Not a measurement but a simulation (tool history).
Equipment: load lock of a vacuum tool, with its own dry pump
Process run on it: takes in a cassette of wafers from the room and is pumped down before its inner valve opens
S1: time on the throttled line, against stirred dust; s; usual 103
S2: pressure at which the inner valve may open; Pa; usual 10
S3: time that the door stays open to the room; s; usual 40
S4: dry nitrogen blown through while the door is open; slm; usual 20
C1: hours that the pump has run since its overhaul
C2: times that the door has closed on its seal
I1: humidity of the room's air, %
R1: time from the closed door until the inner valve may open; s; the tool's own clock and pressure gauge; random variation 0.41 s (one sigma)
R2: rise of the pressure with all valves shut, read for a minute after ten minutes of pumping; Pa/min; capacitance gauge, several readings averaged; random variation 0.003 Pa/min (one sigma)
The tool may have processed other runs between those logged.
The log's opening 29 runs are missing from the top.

run 30 hour=10068.3 | S1=187 S2=10 S3=165 S4=20 | C1=13823 C2=7328 | I1=45.9 | R1=237.3 R2=0.055
run 31 hour=10402 | S1=187 S2=10 S3=165 S4=20 | C1=14157 C2=7908 | I1=42.7 | R1=237 R2=0.04
run 32 hour=10611.5 | S1=187 S2=10 S3=165 S4=20 | C1=14366 C2=8272 | I1=44.9 | R1=237.3 R2=0.047
run 33 hour=10951.1 | S1=138 S2=10 S3=173 S4=20 | C1=14706 C2=8862 | I1=43.2 | R1=198.1 R2=0.045
run 34 hour=11207.2 | S1=101 S2=18 S3=203 S4=44 | C1=14962 C2=9308 | I1=46.3 | R1=162.8 R2=0.029
run 35 hour=11566.9 | S1=78 S2=18 S3=203 S4=44 | C1=15321 C2=9933 | I1=41 | R1=144.6 R2=0.029
run 36 hour=11997.8 | S1=78 S2=18 S3=31 S4=7 | C1=15752 C2=10682 | I1=42.8 | R1=144.4 R2=0.04
run 37 hour=12428.7 | S1=68 S2=19 S3=67 S4=7 | C1=16183 C2=11431 | I1=44 | R1=135.8 R2=0.058

Alternative continuations, all from the tool just after run 37; predict every row:
run A hour=12818.8 | S1=99 S2=19 S3=27 S4=22 | C1=16573 C2=12109 | I1=45.5 | R1=? R2=?
run B hour=12818.8 | S1=103 S2=8 S3=40 S4=20 | C1=16573 C2=12109 | I1=43.5 | R1=? R2=?
run C hour=12818.8 | S1=68 S2=8 S3=67 S4=7 | C1=16573 C2=12109 | I1=41.2 | R1=? R2=?
run D hour=12818.8 | S1=89 S2=19 S3=119 S4=7 | C1=16573 C2=12109 | I1=43.4 | R1=? R2=?

run=A R1=160.6 R2=0.023
run=B R1=172.6 R2=0.029
run=C R1=144.2 R2=0.047
run=D R1=152.6 R2=0.068
Without the tool's hidden state the same runs would have given:
run=A R1=160.6 R2=0.022
run=B R1=172.6 R2=0.029
run=C R1=144.2 R2=0.046
run=D R1=152.5 R2=0.068
